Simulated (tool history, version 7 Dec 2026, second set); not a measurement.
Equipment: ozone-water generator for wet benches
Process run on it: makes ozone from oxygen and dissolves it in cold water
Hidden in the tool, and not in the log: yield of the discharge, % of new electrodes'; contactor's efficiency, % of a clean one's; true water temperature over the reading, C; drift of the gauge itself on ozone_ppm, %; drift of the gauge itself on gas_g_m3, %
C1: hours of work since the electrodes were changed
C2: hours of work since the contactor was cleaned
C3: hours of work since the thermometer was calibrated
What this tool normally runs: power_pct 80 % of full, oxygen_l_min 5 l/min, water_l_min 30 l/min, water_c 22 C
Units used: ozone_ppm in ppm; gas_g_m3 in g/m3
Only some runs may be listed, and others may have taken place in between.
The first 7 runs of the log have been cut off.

{"run": 8, "hour": 150.0, "power_pct": 80, "oxygen_l_min": 5, "water_l_min": 30, "water_c": 20, "C1": 588, "C2": 136, "C3": 3950, "ozone_ppm": 27, "gas_g_m3": 297.8}
{"run": 9, "hour": 172.9, "power_pct": 80, "oxygen_l_min": 5, "water_l_min": 30, "water_c": 22, "C1": 603, "C2": 151, "C3": 3965, "ozone_ppm": 26.4, "gas_g_m3": 297.9}
{"run": 10, "hour": 207.4, "power_pct": 80, "oxygen_l_min": 5, "water_l_min": 30, "water_c": 22, "C1": 626, "C2": 174, "C3": 3988, "ozone_ppm": 26.3, "gas_g_m3": 299.7}
{"run": 11, "hour": 223.9, "power_pct": 80, "oxygen_l_min": 5, "water_l_min": 30, "water_c": 22, "C1": 637, "C2": 185, "C3": 3999, "ozone_ppm": 26.4, "gas_g_m3": 297.6}
{"run": 12, "hour": 242.5, "power_pct": 80, "oxygen_l_min": 5, "water_l_min": 30, "water_c": 22, "C1": 649, "C2": 197, "C3": 4011, "ozone_ppm": 25.7, "gas_g_m3": 298}
{"run": 13, "hour": 269.6, "power_pct": 80, "oxygen_l_min": 5, "water_l_min": 30, "water_c": 14, "C1": 667, "C2": 215, "C3": 4029, "ozone_ppm": 28.7, "gas_g_m3": 298.1}
{"run": 14, "hour": 288.0, "power_pct": 80, "oxygen_l_min": 5, "water_l_min": 30, "water_c": 14, "C1": 679, "C2": 227, "C3": 4041, "ozone_ppm": 28.7, "gas_g_m3": 296.4}
{"run": 15, "hour": 323.9, "power_pct": 80, "oxygen_l_min": 5, "water_l_min": 30, "water_c": 14, "C1": 703, "C2": 251, "C3": 4065, "ozone_ppm": 28.7, "gas_g_m3": 298.3}
{"run": 16, "hour": 352.4, "power_pct": 80, "oxygen_l_min": 5, "water_l_min": 30, "water_c": 14, "C1": 722, "C2": 270, "C3": 4084, "ozone_ppm": 28.3, "gas_g_m3": 298.8}
{"run": 17, "hour": 370.7, "power_pct": 58, "oxygen_l_min": 3.8, "water_l_min": 29, "water_c": 16, "C1": 734, "C2": 282, "C3": 4096, "ozone_ppm": 22, "gas_g_m3": 276.8}
{"run": 18, "hour": 399.4, "power_pct": 69, "oxygen_l_min": 3.8, "water_l_min": 25, "water_c": 17, "C1": 753, "C2": 301, "C3": 4115, "ozone_ppm": 27.5, "gas_g_m3": 307.4}
{"run": 19, "hour": 427.3, "power_pct": 45, "oxygen_l_min": 4.21, "water_l_min": 33, "water_c": 17, "C1": 772, "C2": 320, "C3": 4134, "ozone_ppm": 17.3, "gas_g_m3": 227.6}
{"run": 20, "hour": 462.4, "power_pct": 52, "oxygen_l_min": 4.21, "water_l_min": 33, "water_c": 17, "C1": 795, "C2": 343, "C3": 4157, "ozone_ppm": 19, "gas_g_m3": 250}
{"run": 21, "hour": 490.3, "power_pct": 80, "oxygen_l_min": 7.28, "water_l_min": 34, "water_c": 22, "C1": 813, "C2": 361, "C3": 4175, "ozone_ppm": 25.5, "gas_g_m3": 254}
{"run": 22, "hour": 505.5, "power_pct": 80, "oxygen_l_min": 2.72, "water_l_min": 30, "water_c": 16, "C1": 823, "C2": 372, "C3": 4185, "ozone_ppm": 22.9, "gas_g_m3": 383.5}
{"run": 23, "hour": 535.3, "power_pct": 80, "oxygen_l_min": 2.72, "water_l_min": 30, "water_c": 16, "C1": 843, "C2": 391, "C3": 4205, "ozone_ppm": 23.4, "gas_g_m3": 383.3}
{"run": 24, "hour": 549.9, "power_pct": 80, "oxygen_l_min": 2.72, "water_l_min": 30, "water_c": 16, "C1": 853, "C2": 401, "C3": 4215, "ozone_ppm": 23.6, "gas_g_m3": 385.9}
{"run": 25, "hour": 574.0, "power_pct": 80, "oxygen_l_min": 5, "water_l_min": 30, "water_c": 22, "C1": 869, "C2": 417, "C3": 4231, "ozone_ppm": 26.2, "gas_g_m3": 299.6}
{"run": 26, "hour": 594.7, "power_pct": 72, "oxygen_l_min": 5, "water_l_min": 30, "water_c": 15, "C1": 883, "C2": 431, "C3": 4245, "ozone_ppm": 27, "gas_g_m3": 278.9}
{"run": 27, "hour": 611.5, "power_pct": 72, "oxygen_l_min": 4.82, "water_l_min": 42, "water_c": 15, "C1": 894, "C2": 442, "C3": 4256, "ozone_ppm": 19.4, "gas_g_m3": 284.6}
{"run": 28, "hour": 645.7, "power_pct": 72, "oxygen_l_min": 4.82, "water_l_min": 42, "water_c": 15, "C1": 916, "C2": 465, "C3": 4278, "ozone_ppm": 19.5, "gas_g_m3": 286.3}
{"run": 29, "hour": 673.7, "power_pct": 80, "oxygen_l_min": 5, "water_l_min": 30, "water_c": 15, "C1": 935, "C2": 483, "C3": 4297, "ozone_ppm": 28.2, "gas_g_m3": 298.2}
{"run": 30, "hour": 705.2, "power_pct": 80, "oxygen_l_min": 5, "water_l_min": 30, "water_c": 28, "C1": 956, "C2": 504, "C3": 4318, "ozone_ppm": 24.4, "gas_g_m3": 297.4}
{"run": 31, "hour": 737.9, "power_pct": 42, "oxygen_l_min": 5, "water_l_min": 19, "water_c": 22, "C1": 978, "C2": 526, "C3": 4340, "ozone_ppm": 24.7, "gas_g_m3": 205}
{"run": 32, "hour": 753.1, "power_pct": 41, "oxygen_l_min": 5, "water_l_min": 38, "water_c": 22, "C1": 988, "C2": 536, "C3": 4350, "ozone_ppm": 14.4, "gas_g_m3": 200.3}

Below are 5 alternative next runs, each starting from the tool's condition after run 32. Predict each:
{"run": "A", "hour": 785.2, "power_pct": 41, "oxygen_l_min": 5, "water_l_min": 38, "water_c": 15, "C1": 1009, "C2": 557, "C3": 4371, "ozone_ppm": "?", "gas_g_m3": "?"}
{"run": "B", "hour": 785.2, "power_pct": 80, "oxygen_l_min": 5, "water_l_min": 30, "water_c": 24, "C1": 1009, "C2": 557, "C3": 4371, "ozone_ppm": "?", "gas_g_m3": "?"}
{"run": "C", "hour": 785.2, "power_pct": 62, "oxygen_l_min": 5, "water_l_min": 30, "water_c": 23, "C1": 1009, "C2": 557, "C3": 4371, "ozone_ppm": "?", "gas_g_m3": "?"}
{"run": "D", "hour": 785.2, "power_pct": 80, "oxygen_l_min": 2.8, "water_l_min": 20, "water_c": 22, "C1": 1009, "C2": 557, "C3": 4371, "ozone_ppm": "?", "gas_g_m3": "?"}
{"run": "E", "hour": 785.2, "power_pct": 62, "oxygen_l_min": 5, "water_l_min": 20, "water_c": 22, "C1": 1009, "C2": 557, "C3": 4371, "ozone_ppm": "?", "gas_g_m3": "?"}

run=A ozone_ppm=15.4 gas_g_m3=199.7
run=B ozone_ppm=25.5 gas_g_m3=300.9
run=C ozone_ppm=22.1 gas_g_m3=256.8
run=D ozone_ppm=31.7 gas_g_m3=384
run=E ozone_ppm=29.9 gas_g_m3=255.6
Had the tool no hidden state, the same runs would have come out as:
run=A ozone_ppm=15.4 gas_g_m3=199.7
run=B ozone_ppm=25.5 gas_g_m3=301
run=C ozone_ppm=22.1 gas_g_m3=256.9
run=D ozone_ppm=31.7 gas_g_m3=384.1
run=E ozone_ppm=29.9 gas_g_m3=255.6
